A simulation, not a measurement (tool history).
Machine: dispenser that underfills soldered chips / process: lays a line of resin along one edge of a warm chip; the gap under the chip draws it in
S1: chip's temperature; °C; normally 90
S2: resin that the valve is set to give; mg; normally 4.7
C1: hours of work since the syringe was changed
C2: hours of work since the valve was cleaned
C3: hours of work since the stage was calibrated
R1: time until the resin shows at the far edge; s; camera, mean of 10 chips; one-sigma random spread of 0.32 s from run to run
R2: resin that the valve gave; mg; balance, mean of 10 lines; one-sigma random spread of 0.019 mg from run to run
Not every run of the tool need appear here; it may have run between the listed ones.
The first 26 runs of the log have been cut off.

Run 27, hour 142.7: usual settings but S1 78 °C, S2 5.23 mg; C1 4; C2 121; C3 233. Result: R1 26.2 s, R2 5.02 mg.
Run 28, hour 147: usual settings but S1 98 °C, S2 4.24 mg; C1 7; C2 124; C3 236. Result: R1 13.9 s, R2 4.07 mg.
At hour 148.4: new syringe of resin.
Run 29, hour 154.6: usual settings but S1 89 °C, S2 4.22 mg; C1 4; C2 130; C3 242. Result: R1 17.4 s, R2 4.04 mg.
At hour 159.9: new syringe of resin.
Run 30, hour 161.9: usual settings but S1 89 °C, S2 5.09 mg; C1 1; C2 135; C3 247. Result: R1 12.4 s, R2 4.87 mg.
Run 31, hour 169: usual settings but S1 88 °C, S2 4.32 mg; C1 7; C2 140; C3 252. Result: R1 21 s, R2 4.08 mg.
At hour 171.4: new syringe of resin.
Run 32, hour 173.7: usual settings but S1 91 °C, S2 4.26 mg; C1 2; C2 143; C3 255. Result: R1 12 s, R2 4.08 mg.
Run 33, hour 179.4: usual settings but S1 91 °C, S2 4.26 mg; C1 6; C2 147; C3 259. Result: R1 17.7 s, R2 4.04 mg.
At hour 181.2: dispensing valve cleaned and set on the balance.
At hour 183.7: new syringe of resin.
Run 34, hour 183.7: usual settings but S2 5.28 mg; C1 0; C2 2; C3 261. Result: R1 10.3 s, R2 5.29 mg.

Run 35 has not been measured yet. What should we expect?
Run 35, hour 189.1: usual settings but S1 81 °C, S2 5.92 mg; C1 4; C2 5; C3 265. Result: R1 ?, R2 ?.

{"run 35": {"R1": 22.4, "R2": 5.93}}
The same run, on a tool lacking any hidden state, would have yielded R1 14.7 s, R2 5.94 mg.
